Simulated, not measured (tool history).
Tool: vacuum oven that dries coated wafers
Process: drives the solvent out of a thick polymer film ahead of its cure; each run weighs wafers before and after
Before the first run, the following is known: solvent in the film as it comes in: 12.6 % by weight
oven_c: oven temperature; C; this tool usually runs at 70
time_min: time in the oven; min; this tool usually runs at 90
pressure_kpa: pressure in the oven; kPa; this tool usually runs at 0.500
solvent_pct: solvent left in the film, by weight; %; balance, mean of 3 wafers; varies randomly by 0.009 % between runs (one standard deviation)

run,hour,oven_c,time_min,pressure_kpa,solvent_pct
1,0.0,70,90,0.500,1.151
2,33.7,70,53,0.500,2.744
3,58.7,70,53,0.500,2.750
4,77.3,70,53,0.500,2.754
5,101.1,70,53,0.500,2.737
6,123.6,79,90,0.500,0.369
7,143.3,79,90,0.500,0.360
8,184.4,70,90,0.500,1.138
9,222.9,70,90,0.282,1.076
10,263.0,70,90,0.282,1.079
# hour 268.9: oven's thermocouples calibrated
11,297.9,70,109,0.289,0.608
12,331.8,63,88,1.276,2.233
13,365.3,63,88,0.303,1.986
14,407.8,70,57,1.569,2.440
15,445.3,64,57,1.117,3.466
# hour 452.9: oven's thermocouples calibrated, once more
16,473.7,76,57,1.117,1.831

Consider 5 possible next runs. They are alternatives, not a sequence: every one starts from the tool as it was left by run 16. What does each give?
A,516.4,62,142,0.500,?
B,516.4,59,57,1.117,?
C,516.4,70,58,0.881,?
D,516.4,61,50,0.500,?
E,516.4,82,77,0.500,?

run,solvent_pct
A,1.305
B,5.083
C,2.757
D,4.988
E,0.439
The same runs, with their run-to-run variation unchanged, on a tool lacking any hidden condition would have given:
run,solvent_pct
A,1.341
B,5.150
C,2.820
D,5.054
E,0.455
